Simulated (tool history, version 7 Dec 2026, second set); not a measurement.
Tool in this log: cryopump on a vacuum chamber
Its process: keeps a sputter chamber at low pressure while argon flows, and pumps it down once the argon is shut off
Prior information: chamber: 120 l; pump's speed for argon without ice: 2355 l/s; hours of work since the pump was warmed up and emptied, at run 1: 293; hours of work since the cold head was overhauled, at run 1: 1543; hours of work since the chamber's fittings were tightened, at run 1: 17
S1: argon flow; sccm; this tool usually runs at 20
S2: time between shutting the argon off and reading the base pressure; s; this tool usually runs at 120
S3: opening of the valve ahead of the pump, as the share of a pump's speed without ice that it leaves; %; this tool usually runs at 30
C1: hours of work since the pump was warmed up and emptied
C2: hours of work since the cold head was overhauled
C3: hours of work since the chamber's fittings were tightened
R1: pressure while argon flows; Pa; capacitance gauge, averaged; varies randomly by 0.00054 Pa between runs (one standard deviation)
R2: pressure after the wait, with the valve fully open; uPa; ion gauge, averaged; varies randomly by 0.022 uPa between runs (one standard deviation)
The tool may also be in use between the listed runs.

Run 1, hour 0.0: usual settings; C1 293; C2 1543; C3 17. Result: R1 0.0522 Pa, R2 0.65 uPa.
Run 2, hour 45.9: usual settings; C1 328; C2 1578; C3 52. Result: R1 0.0535 Pa, R2 0.68 uPa.
Run 3, hour 90.3: usual settings; C1 362; C2 1612; C3 86. Result: R1 0.0544 Pa, R2 0.70 uPa.
At hour 135.1: pump warmed up, emptied and cooled again.
Run 4, hour 137.5: usual settings; C1 2; C2 1644; C3 118. Result: R1 0.0482 Pa, R2 0.63 uPa.
Run 5, hour 168.6: usual settings but S3 41 %; C1 26; C2 1668; C3 142. Result: R1 0.0356 Pa, R2 0.63 uPa.
Run 6, hour 207.9: usual settings but S2 51 s, S3 41 %; C1 55; C2 1698; C3 172. Result: R1 0.0358 Pa, R2 1.31 uPa.
Run 7, hour 260.8: usual settings but S2 51 s, S3 41 %; C1 96; C2 1738; C3 212. Result: R1 0.0367 Pa, R2 1.29 uPa.
Run 8, hour 290.2: usual settings but S2 51 s, S3 40 %; C1 118; C2 1760; C3 234. Result: R1 0.0379 Pa, R2 1.32 uPa.
Run 9, hour 343.2: usual settings but S2 51 s, S3 40 %; C1 158; C2 1801; C3 275. Result: R1 0.0392 Pa, R2 1.36 uPa.
Run 10, hour 397.3: usual settings but S2 69 s; C1 200; C2 1842; C3 316. Result: R1 0.0509 Pa, R2 1.08 uPa.
Run 11, hour 428.3: usual settings but S2 22 s; C1 223; C2 1865; C3 340. Result: R1 0.0509 Pa, R2 2.74 uPa.
Run 12, hour 476.7: usual settings but S2 22 s; C1 260; C2 1902; C3 376. Result: R1 0.0523 Pa, R2 2.73 uPa.
Run 13, hour 517.0: usual settings but S2 22 s; C1 291; C2 1933; C3 407. Result: R1 0.0525 Pa, R2 2.87 uPa.
Run 14, hour 550.6: usual settings; C1 316; C2 1958; C3 433. Result: R1 0.0533 Pa, R2 0.87 uPa.
Run 15, hour 582.2: usual settings; C1 340; C2 1983; C3 457. Result: R1 0.0538 Pa, R2 0.90 uPa.
Run 16, hour 614.0: usual settings; C1 365; C2 2007; C3 481. Result: R1 0.0553 Pa, R2 0.93 uPa.
Run 17, hour 644.9: usual settings; C1 388; C2 2030; C3 504. Result: R1 0.0546 Pa, R2 0.94 uPa.
At hour 658.5: pump warmed up, emptied and cooled again.
Run 18, hour 690.8: usual settings but S2 46 s, S3 42 %; C1 25; C2 2061; C3 536. Result: R1 0.0338 Pa, R2 1.50 uPa.
Run 19, hour 740.4: usual settings but S1 13 sccm, S2 49 s, S3 40 %; C1 62; C2 2099; C3 573. Result: R1 0.0236 Pa, R2 1.47 uPa.
Run 20, hour 765.5: usual settings but S1 13 sccm, S3 53 %; C1 81; C2 2118; C3 592. Result: R1 0.0187 Pa, R2 0.84 uPa.
Run 21, hour 820.2: usual settings but S1 13 sccm, S2 91 s, S3 37 %; C1 123; C2 2160; C3 634. Result: R1 0.0262 Pa, R2 1.01 uPa.
Run 22, hour 858.5: usual settings but S1 16 sccm, S2 87 s, S3 50 %; C1 152; C2 2189; C3 663. Result: R1 0.0248 Pa, R2 1.05 uPa.
Run 23, hour 908.2: usual settings but S1 10 sccm, S2 77 s, S3 31 %; C1 190; C2 2227; C3 701. Result: R1 0.0244 Pa, R2 1.19 uPa.

Forecast run 24:
Run 24, hour 953.5: usual settings but S1 10 sccm, S2 77 s, S3 31 %; C1 225; C2 2261; C3 736. Result: R1 ?, R2 ?.

For run 24 the tool returned R1 0.0258 Pa, R2 1.18 uPa.
Had the tool carried no hidden state, the very same run would have given R1 0.0238 Pa, R2 0.78 uPa.
